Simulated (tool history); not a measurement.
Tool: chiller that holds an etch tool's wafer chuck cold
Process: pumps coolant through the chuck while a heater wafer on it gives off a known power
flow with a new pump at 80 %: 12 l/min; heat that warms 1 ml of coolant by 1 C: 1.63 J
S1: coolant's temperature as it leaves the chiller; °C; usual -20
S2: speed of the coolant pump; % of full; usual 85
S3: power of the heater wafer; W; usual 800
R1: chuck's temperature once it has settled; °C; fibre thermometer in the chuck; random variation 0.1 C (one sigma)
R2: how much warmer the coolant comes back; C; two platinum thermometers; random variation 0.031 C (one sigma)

{"run": 1, "hour": 0.0, "S1": -20, "S2": 85, "S3": 800, "R1": -10.5, "R2": 2.27}
{"run": 2, "hour": 30.8, "S1": -20, "S2": 85, "S3": 800, "R1": -10.5, "R2": 2.23}
{"run": 3, "hour": 87.6, "S1": -20, "S2": 85, "S3": 800, "R1": -10.4, "R2": 2.25}
{"run": 4, "hour": 143.0, "S1": -20, "S2": 85, "S3": 800, "R1": -10.4, "R2": 2.2}
{"run": 5, "hour": 195.9, "S1": -24, "S2": 85, "S3": 800, "R1": -14.5, "R2": 2.24}
{"run": 6, "hour": 269.0, "S1": -24, "S2": 85, "S3": 800, "R1": -14.6, "R2": 2.2}
{"run": 7, "hour": 330.5, "S1": -24, "S2": 85, "S3": 800, "R1": -14.5, "R2": 2.17}
{"run": 8, "hour": 375.3, "S1": -29, "S2": 85, "S3": 800, "R1": -19.6, "R2": 2.15}
{"run": 9, "hour": 427.4, "S1": -29, "S2": 85, "S3": 800, "R1": -19.4, "R2": 2.13}
{"run": 10, "hour": 470.5, "S1": -20, "S2": 87, "S3": 800, "R1": -10.6, "R2": 2.12}
{"run": 11, "hour": 509.3, "S1": -20, "S2": 85, "S3": 800, "R1": -10.4, "R2": 2.17}
{"run": 12, "hour": 553.0, "S1": -20, "S2": 85, "S3": 800, "R1": -10.5, "R2": 2.14}
{"run": 13, "hour": 621.0, "S1": -20, "S2": 85, "S3": 800, "R1": -10.3, "R2": 2.11}
{"run": 14, "hour": 681.7, "S1": -20, "S2": 85, "S3": 800, "R1": -10.4, "R2": 2.09}
{"run": 15, "hour": 744.9, "S1": -20, "S2": 85, "S3": 800, "R1": -10.5, "R2": 2.02}
{"run": 16, "hour": 793.0, "S1": -20, "S2": 85, "S3": 403, "R1": -15.3, "R2": 0.9}
{"run": 17, "hour": 852.5, "S1": -20, "S2": 85, "S3": 800, "R1": -10.5, "R2": 1.98}
{"run": 18, "hour": 893.5, "S1": -20, "S2": 85, "S3": 800, "R1": -10.6, "R2": 2.08}
{"run": 19, "hour": 963.6, "S1": -20, "S2": 85, "S3": 800, "R1": -10.4, "R2": 2.03}
{"run": 20, "hour": 1002.8, "S1": -20, "S2": 85, "S3": 800, "R1": -10.5, "R2": 1.97}
{"run": 21, "hour": 1069.3, "S1": -17, "S2": 68, "S3": 800, "R1": -5.7, "R2": 2.57}
{"run": 22, "hour": 1101.1, "S1": -17, "S2": 68, "S3": 800, "R1": -5.8, "R2": 2.54}
{"run": 23, "hour": 1148.8, "S1": -18, "S2": 70, "S3": 1008, "R1": -4.0, "R2": 3.23}
{"run": 24, "hour": 1204.4, "S1": -18, "S2": 70, "S3": 1008, "R1": -4.0, "R2": 3.27}
{"run": 25, "hour": 1261.7, "S1": -18, "S2": 70, "S3": 1008, "R1": -4.1, "R2": 3.16}
{"run": 26, "hour": 1329.2, "S1": -12, "S2": 75, "S3": 1008, "R1": 1.5, "R2": 2.9}
{"run": 27, "hour": 1361.2, "S1": -20, "S2": 64, "S3": 1014, "R1": -4.9, "R2": 3.5}
{"hour": 1395.9, "done": "gauge calibrated"}
{"run": 28, "hour": 1406.0, "S1": -26, "S2": 64, "S3": 417, "R1": -19.8, "R2": 1.63}
{"run": 29, "hour": 1473.4, "S1": -17, "S2": 64, "S3": 671, "R1": -6.8, "R2": 2.61}
{"run": 30, "hour": 1529.6, "S1": -17, "S2": 64, "S3": 671, "R1": -7.0, "R2": 2.57}
{"run": 31, "hour": 1564.3, "S1": -20, "S2": 88, "S3": 800, "R1": -10.6, "R2": 2.14}
{"run": 32, "hour": 1633.5, "S1": -11, "S2": 88, "S3": 1024, "R1": 0.7, "R2": 2.74}
{"run": 33, "hour": 1691.4, "S1": -11, "S2": 88, "S3": 1024, "R1": 0.9, "R2": 2.75}

Forecast each of these 3 alternatives for the next run:
{"run": "A", "hour": 1742.7, "S1": -20, "S2": 84, "S3": 1017, "R1": "?", "R2": "?"}
{"run": "B", "hour": 1742.7, "S1": -11, "S2": 88, "S3": 1070, "R1": "?", "R2": "?"}
{"run": "C", "hour": 1742.7, "S1": -27, "S2": 88, "S3": 739, "R1": "?", "R2": "?"}

run=A R1=-7.8 R2=2.84
run=B R1=1.5 R2=2.81
run=C R1=-18.5 R2=1.94
Without the tool's hidden state the same runs would have given:
run=A R1=-7.8 R2=2.96
run=B R1=1.5 R2=2.92
run=C R1=-18.5 R2=2.06
